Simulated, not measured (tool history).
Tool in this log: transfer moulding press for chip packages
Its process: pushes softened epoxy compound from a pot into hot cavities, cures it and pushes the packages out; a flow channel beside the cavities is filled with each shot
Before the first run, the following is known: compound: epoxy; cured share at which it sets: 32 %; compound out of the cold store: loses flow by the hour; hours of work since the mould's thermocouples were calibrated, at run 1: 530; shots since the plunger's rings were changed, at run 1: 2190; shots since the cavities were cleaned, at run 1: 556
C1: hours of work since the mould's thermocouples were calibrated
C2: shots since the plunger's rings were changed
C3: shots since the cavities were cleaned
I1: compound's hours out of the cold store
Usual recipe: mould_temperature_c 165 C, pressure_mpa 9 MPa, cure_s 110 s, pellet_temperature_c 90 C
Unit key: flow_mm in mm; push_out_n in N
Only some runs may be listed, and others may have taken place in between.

Run 1, hour 0: usual settings; C1 530; C2 2190; C3 556; I1 31.1. Result: flow_mm 494 mm, push_out_n 636 N.
Run 2, hour 22.2: usual settings but mould_temperature_c 158 C; C1 548; C2 2459; C3 825; I1 44.1. Result: flow_mm 490 mm, push_out_n 929 N.
At hour 33.3: cavities cleaned with cleaning compound and waxed.
At hour 44: mould's thermocouples calibrated.
Run 3, hour 47.2: usual settings but mould_temperature_c 158 C; C1 3; C2 2719; C3 144; I1 34.1. Result: flow_mm 509 mm, push_out_n 1035 N.
At hour 58.8: plunger's sealing rings changed.
Run 4, hour 59.9: usual settings; C1 11; C2 13; C3 267; I1 29.5. Result: flow_mm 510 mm, push_out_n 702 N.
Run 5, hour 80.4: usual settings; C1 27; C2 262; C3 516; I1 9.5. Result: flow_mm 555 mm, push_out_n 689 N.
Run 6, hour 93: usual settings; C1 37; C2 415; C3 669; I1 10.6. Result: flow_mm 549 mm, push_out_n 730 N.
Run 7, hour 103: usual settings but pressure_mpa 8.11 MPa; C1 44; C2 535; C3 789; I1 37.4. Result: flow_mm 473 mm, push_out_n 706 N.

Expected results for the next run?
At hour 117: cavities cleaned with cleaning compound and waxed.
Run 8, hour 123.5: usual settings but mould_temperature_c 168 C; C1 59; C2 766; C3 79; I1 47.1. Result: flow_mm ?, push_out_n ?.

{"run 8": {"flow_mm": 472, "push_out_n": 481}}
Were there no unlogged condition in the tool, this run, its random variation unchanged, would have produced flow_mm 478 mm, push_out_n 416 N.

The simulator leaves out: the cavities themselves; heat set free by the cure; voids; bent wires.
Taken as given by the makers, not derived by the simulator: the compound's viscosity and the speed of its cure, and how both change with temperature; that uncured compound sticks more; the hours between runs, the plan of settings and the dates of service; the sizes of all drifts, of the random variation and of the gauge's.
